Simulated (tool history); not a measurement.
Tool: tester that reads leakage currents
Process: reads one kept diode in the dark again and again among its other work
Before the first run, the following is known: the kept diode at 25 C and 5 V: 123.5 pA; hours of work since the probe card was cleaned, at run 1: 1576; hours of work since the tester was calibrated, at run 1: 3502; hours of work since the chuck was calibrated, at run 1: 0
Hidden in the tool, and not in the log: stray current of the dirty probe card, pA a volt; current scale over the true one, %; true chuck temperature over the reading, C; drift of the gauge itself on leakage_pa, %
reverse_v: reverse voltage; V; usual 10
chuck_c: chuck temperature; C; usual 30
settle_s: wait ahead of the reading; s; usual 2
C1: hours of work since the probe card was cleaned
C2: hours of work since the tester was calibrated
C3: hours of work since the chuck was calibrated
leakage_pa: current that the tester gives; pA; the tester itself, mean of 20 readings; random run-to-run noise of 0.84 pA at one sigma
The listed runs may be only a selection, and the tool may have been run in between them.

run 1 hour=0 | reverse_v=10 chuck_c=30 settle_s=2 | C1=1576 C2=3502 C3=0 | leakage_pa=294.65
run 2 hour=86.1 | reverse_v=10 chuck_c=30 settle_s=2 | C1=1635 C2=3561 C3=59 | leakage_pa=287.58
run 3 hour=224.5 | reverse_v=10 chuck_c=30 settle_s=2 | C1=1729 C2=3655 C3=153 | leakage_pa=278.94
run 4 hour=297.6 | reverse_v=10 chuck_c=30 settle_s=8.28 | C1=1778 C2=3705 C3=202 | leakage_pa=273.69
run 5 hour=425.6 | reverse_v=10 chuck_c=30 settle_s=8.29 | C1=1865 C2=3792 C3=289 | leakage_pa=265.61
run 6 hour=557.3 | reverse_v=10 chuck_c=30 settle_s=1.2 | C1=1955 C2=3881 C3=379 | leakage_pa=261.93
run 7 hour=721.4 | reverse_v=10 chuck_c=30 settle_s=1.2 | C1=2067 C2=3993 C3=490 | leakage_pa=250.11
-- hour=781.8 chuck's temperature calibrated
run 8 hour=797.2 | reverse_v=10 chuck_c=30 settle_s=1.2 | C1=2117 C2=4043 C3=10 | leakage_pa=294.23
run 9 hour=869 | reverse_v=10 chuck_c=30 settle_s=1.2 | C1=2166 C2=4092 C3=59 | leakage_pa=289.32
run 10 hour=1021.2 | reverse_v=10 chuck_c=30 settle_s=1.2 | C1=2269 C2=4195 C3=163 | leakage_pa=280.86
run 11 hour=1169.4 | reverse_v=1.6 chuck_c=30 settle_s=2 | C1=2370 C2=4296 C3=264 | leakage_pa=102.18
run 12 hour=1244.4 | reverse_v=10 chuck_c=30 settle_s=2 | C1=2421 C2=4347 C3=315 | leakage_pa=265.03
run 13 hour=1396.3 | reverse_v=10 chuck_c=30 settle_s=2 | C1=2524 C2=4450 C3=418 | leakage_pa=254.95
run 14 hour=1543.2 | reverse_v=10 chuck_c=30 settle_s=2 | C1=2624 C2=4550 C3=518 | leakage_pa=248.75
-- hour=1565.6 chuck's temperature calibrated
run 15 hour=1617.6 | reverse_v=10 chuck_c=30 settle_s=2 | C1=2673 C2=4600 C3=35 | leakage_pa=299.49
run 16 hour=1747.8 | reverse_v=3.9 chuck_c=30 settle_s=2 | C1=2762 C2=4688 C3=124 | leakage_pa=174.45
run 17 hour=1915.3 | reverse_v=3.9 chuck_c=30 settle_s=2 | C1=2876 C2=4802 C3=238 | leakage_pa=167.52
run 18 hour=2019.4 | reverse_v=3.9 chuck_c=30 settle_s=2 | C1=2946 C2=4873 C3=309 | leakage_pa=163
run 19 hour=2102.6 | reverse_v=3.9 chuck_c=30 settle_s=2 | C1=3003 C2=4929 C3=365 | leakage_pa=159.87
run 20 hour=2220.2 | reverse_v=3.9 chuck_c=30 settle_s=2 | C1=3083 C2=5009 C3=445 | leakage_pa=155.16
-- hour=2259.3 tester calibrated
-- hour=2348.5 chuck's temperature calibrated
run 21 hour=2348.5 | reverse_v=3.1 chuck_c=52 settle_s=0.71 | C1=3167 C2=59 C3=0 | leakage_pa=993.61
run 22 hour=2502 | reverse_v=13.1 chuck_c=30 settle_s=0.32 | C1=3272 C2=164 C3=104 | leakage_pa=346.15
run 23 hour=2657.8 | reverse_v=10 chuck_c=33 settle_s=5.44 | C1=3378 C2=270 C3=210 | leakage_pa=360.18
run 24 hour=2733.5 | reverse_v=10 chuck_c=39 settle_s=0.4 | C1=3429 C2=321 C3=262 | leakage_pa=596.01
-- hour=2747.7 probe card cleaned and baked
run 25 hour=2849.2 | reverse_v=13.9 chuck_c=24 settle_s=0.77 | C1=69 C2=398 C3=338 | leakage_pa=173.49
run 26 hour=2962.4 | reverse_v=1.1 chuck_c=40 settle_s=9.71 | C1=146 C2=475 C3=415 | leakage_pa=188.28
run 27 hour=3090 | reverse_v=1.1 chuck_c=40 settle_s=9.71 | C1=233 C2=561 C3=502 | leakage_pa=182.81
-- hour=3140.5 chuck's temperature calibrated
run 28 hour=3191.8 | reverse_v=4 chuck_c=30 settle_s=4.16 | C1=301 C2=629 C3=35 | leakage_pa=173.2
run 29 hour=3333.9 | reverse_v=2.9 chuck_c=23 settle_s=1.21 | C1=397 C2=726 C3=132 | leakage_pa=74.67
run 30 hour=3508.5 | reverse_v=1.8 chuck_c=28 settle_s=1.85 | C1=516 C2=845 C3=250 | leakage_pa=88.52
run 31 hour=3635.3 | reverse_v=1.8 chuck_c=28 settle_s=0.79 | C1=602 C2=931 C3=336 | leakage_pa=85.62
run 32 hour=3786.9 | reverse_v=10 chuck_c=35 settle_s=4.37 | C1=705 C2=1034 C3=439 | leakage_pa=376.8
run 33 hour=3889.3 | reverse_v=11.9 chuck_c=31 settle_s=4.37 | C1=775 C2=1103 C3=509 | leakage_pa=281.84
-- hour=3917.4 chuck's temperature calibrated
run 34 hour=4066 | reverse_v=11.9 chuck_c=31 settle_s=4.37 | C1=894 C2=1222 C3=101 | leakage_pa=329.28
run 35 hour=4242.9 | reverse_v=9.5 chuck_c=30 settle_s=2 | C1=1014 C2=1343 C3=221 | leakage_pa=257.95
run 36 hour=4340.4 | reverse_v=9.5 chuck_c=33 settle_s=2 | C1=1080 C2=1409 C3=288 | leakage_pa=327.48
run 37 hour=4423.3 | reverse_v=19.5 chuck_c=38 settle_s=0.54 | C1=1137 C2=1465 C3=344 | leakage_pa=731.1
run 38 hour=4571.4 | reverse_v=10 chuck_c=50 settle_s=0.57 | C1=1237 C2=1566 C3=445 | leakage_pa=1323.25

5 ways to go on from here, each from the tool as it stands after run 38. What would each give?
run A hour=4691.1 | reverse_v=8.1 chuck_c=26 settle_s=0.36 | C1=1319 C2=1647 C3=526 | leakage_pa=?
run B hour=4691.1 | reverse_v=1.7 chuck_c=50 settle_s=0.84 | C1=1319 C2=1647 C3=526 | leakage_pa=?
run C hour=4691.1 | reverse_v=1.5 chuck_c=39 settle_s=3.92 | C1=1319 C2=1647 C3=526 | leakage_pa=?
run D hour=4691.1 | reverse_v=10 chuck_c=37 settle_s=2 | C1=1319 C2=1647 C3=526 | leakage_pa=?
run E hour=4691.1 | reverse_v=5.7 chuck_c=53 settle_s=5.38 | C1=1319 C2=1647 C3=526 | leakage_pa=?

run=A leakage_pa=153.32
run=B leakage_pa=518.27
run=C leakage_pa=193.78
run=D leakage_pa=437.39
run=E leakage_pa=1224.19
What these runs would have given with no unlogged condition in the tool:
run=A leakage_pa=179.59
run=B leakage_pa=618.81
run=C leakage_pa=233.62
run=D leakage_pa=521.77
run=E leakage_pa=1455.25
